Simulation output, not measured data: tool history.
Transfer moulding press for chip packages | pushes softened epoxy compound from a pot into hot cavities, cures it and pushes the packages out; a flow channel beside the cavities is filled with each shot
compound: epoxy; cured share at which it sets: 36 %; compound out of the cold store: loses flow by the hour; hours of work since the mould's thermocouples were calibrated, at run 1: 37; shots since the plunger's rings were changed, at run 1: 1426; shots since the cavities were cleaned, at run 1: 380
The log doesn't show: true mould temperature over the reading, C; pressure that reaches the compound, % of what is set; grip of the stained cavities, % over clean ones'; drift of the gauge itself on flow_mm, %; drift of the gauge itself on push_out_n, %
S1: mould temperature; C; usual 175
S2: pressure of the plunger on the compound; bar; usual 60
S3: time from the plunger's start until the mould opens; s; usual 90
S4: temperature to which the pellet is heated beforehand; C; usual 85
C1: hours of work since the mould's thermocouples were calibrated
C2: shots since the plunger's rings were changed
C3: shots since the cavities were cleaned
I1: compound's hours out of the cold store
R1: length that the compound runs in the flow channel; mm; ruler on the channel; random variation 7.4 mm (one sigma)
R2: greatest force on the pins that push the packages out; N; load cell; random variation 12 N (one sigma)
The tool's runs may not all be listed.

run 1 hour=0 | S1=175 S2=60 S3=90 S4=85 | C1=37 C2=1426 C3=380 | I1=38.8 | R1=770 R2=691
-- hour=19.1 cavities cleaned with cleaning compound and waxed
run 2 hour=42.1 | S1=175 S2=60 S3=90 S4=85 | C1=67 C2=1972 C3=310 | I1=41.7 | R1=752 R2=897
-- hour=66.6 cavities cleaned with cleaning compound and waxed
run 3 hour=82.2 | S1=175 S2=60 S3=90 S4=85 | C1=95 C2=2490 C3=208 | I1=33.7 | R1=763 R2=663
run 4 hour=109.1 | S1=175 S2=60 S3=90 S4=85 | C1=115 C2=2853 C3=571 | I1=42.4 | R1=729 R2=727
-- hour=112.8 cavities cleaned with cleaning compound and waxed
run 5 hour=142.3 | S1=175 S2=60 S3=96 S4=85 | C1=138 C2=3279 C3=397 | I1=44.7 | R1=735 R2=603
-- hour=160.8 cavities cleaned with cleaning compound and waxed
-- hour=180.9 cavities cleaned with cleaning compound and waxed, once more
run 6 hour=181.5 | S1=175 S2=60 S3=96 S4=85 | C1=164 C2=3764 C3=7 | I1=22.9 | R1=757 R2=482
run 7 hour=216 | S1=175 S2=60 S3=96 S4=85 | C1=190 C2=4229 C3=472 | I1=34.8 | R1=725 R2=633
-- hour=228.1 cavities cleaned with cleaning compound and waxed
run 8 hour=256.2 | S1=175 S2=60 S3=90 S4=85 | C1=218 C2=4749 C3=378 | I1=20.2 | R1=761 R2=722
-- hour=276 cavities cleaned with cleaning compound and waxed
run 9 hour=282.8 | S1=175 S2=60 S3=90 S4=85 | C1=236 C2=5087 C3=92 | I1=27.1 | R1=732 R2=604
run 10 hour=308.8 | S1=175 S2=60 S3=90 S4=85 | C1=256 C2=5435 C3=440 | I1=30.5 | R1=718 R2=754
-- hour=324.2 cavities cleaned with cleaning compound and waxed
run 11 hour=343.6 | S1=175 S2=55.7 S3=90 S4=85 | C1=280 C2=5884 C3=261 | I1=19.6 | R1=708 R2=677
-- hour=371.4 cavities cleaned with cleaning compound and waxed
run 12 hour=388.6 | S1=175 S2=55.7 S3=90 S4=85 | C1=312 C2=6468 C3=232 | I1=29.2 | R1=689 R2=640
-- hour=396.9 plunger's sealing rings changed
-- hour=420 cavities cleaned with cleaning compound and waxed
run 13 hour=430.7 | S1=175 S2=55.7 S3=76 S4=85 | C1=340 C2=434 C3=144 | I1=28 | R1=779 R2=923
-- hour=466.2 cavities cleaned with cleaning compound and waxed
-- hour=474.8 mould's thermocouples calibrated
run 14 hour=474.8 | S1=175 S2=55.7 S3=76 S4=85 | C1=0 C2=980 C3=88 | I1=21.7 | R1=775 R2=881
run 15 hour=495.4 | S1=175 S2=55.7 S3=76 S4=85 | C1=15 C2=1256 C3=364 | I1=29.3 | R1=760 R2=1048
-- hour=517.3 cavities cleaned with cleaning compound and waxed
run 16 hour=534.3 | S1=180 S2=55.7 S3=76 S4=79 | C1=42 C2=1759 C3=228 | I1=9.8 | R1=779 R2=767
run 17 hour=558.6 | S1=175 S2=65 S3=90 S4=94 | C1=60 C2=2086 C3=555 | I1=39.3 | R1=785 R2=726
-- hour=563.8 cavities cleaned with cleaning compound and waxed
run 18 hour=588.3 | S1=175 S2=65 S3=98 S4=88 | C1=81 C2=2465 C3=329 | I1=34.7 | R1=788 R2=562
-- hour=611.8 cavities cleaned with cleaning compound and waxed
run 19 hour=623.8 | S1=175 S2=54.3 S3=98 S4=90 | C1=106 C2=2922 C3=162 | I1=35.1 | R1=715 R2=488
run 20 hour=652.7 | S1=179 S2=60 S3=90 S4=85 | C1=127 C2=3311 C3=551 | I1=40.7 | R1=719 R2=566
-- hour=661.3 cavities cleaned with cleaning compound and waxed
run 21 hour=683.8 | S1=179 S2=60 S3=90 S4=85 | C1=149 C2=3709 C3=304 | I1=43.4 | R1=711 R2=532
-- hour=710 cavities cleaned with cleaning compound and waxed
run 22 hour=727.8 | S1=180 S2=73.6 S3=90 S4=87 | C1=180 C2=4279 C3=239 | I1=30.6 | R1=799 R2=497
-- hour=759.4 cavities cleaned with cleaning compound and waxed
run 23 hour=774 | S1=175 S2=60 S3=90 S4=79 | C1=213 C2=4880 C3=196 | I1=36.1 | R1=714 R2=647
run 24 hour=793.8 | S1=175 S2=60 S3=90 S4=79 | C1=227 C2=5147 C3=463 | I1=42.8 | R1=697 R2=744
-- hour=805.5 cavities cleaned with cleaning compound and waxed
run 25 hour=836.8 | S1=175 S2=60 S3=90 S4=79 | C1=257 C2=5704 C3=421 | I1=33.2 | R1=698 R2=722
-- hour=852.9 cavities cleaned with cleaning compound and waxed
run 26 hour=863 | S1=175 S2=51.5 S3=90 S4=79 | C1=276 C2=6037 C3=137 | I1=20.1 | R1=672 R2=652

Forecast each of these 3 alternatives for the next run:
run A hour=887 | S1=167 S2=60 S3=94 S4=92 | C1=293 C2=6359 C3=459 | I1=11.9 | R1=? R2=?
run B hour=887 | S1=168 S2=51.5 S3=72 S4=95 | C1=293 C2=6359 C3=459 | I1=30.8 | R1=? R2=?
run C hour=887 | S1=175 S2=53.2 S3=100 S4=93 | C1=293 C2=6359 C3=459 | I1=16 | R1=? R2=?

run=A R1=765 R2=1178
run=B R1=669 R2=1692
run=C R1=685 R2=592
Without the tool's hidden state the same runs would have given:
run=A R1=881 R2=851
run=B R1=771 R2=1234
run=C R1=789 R2=430
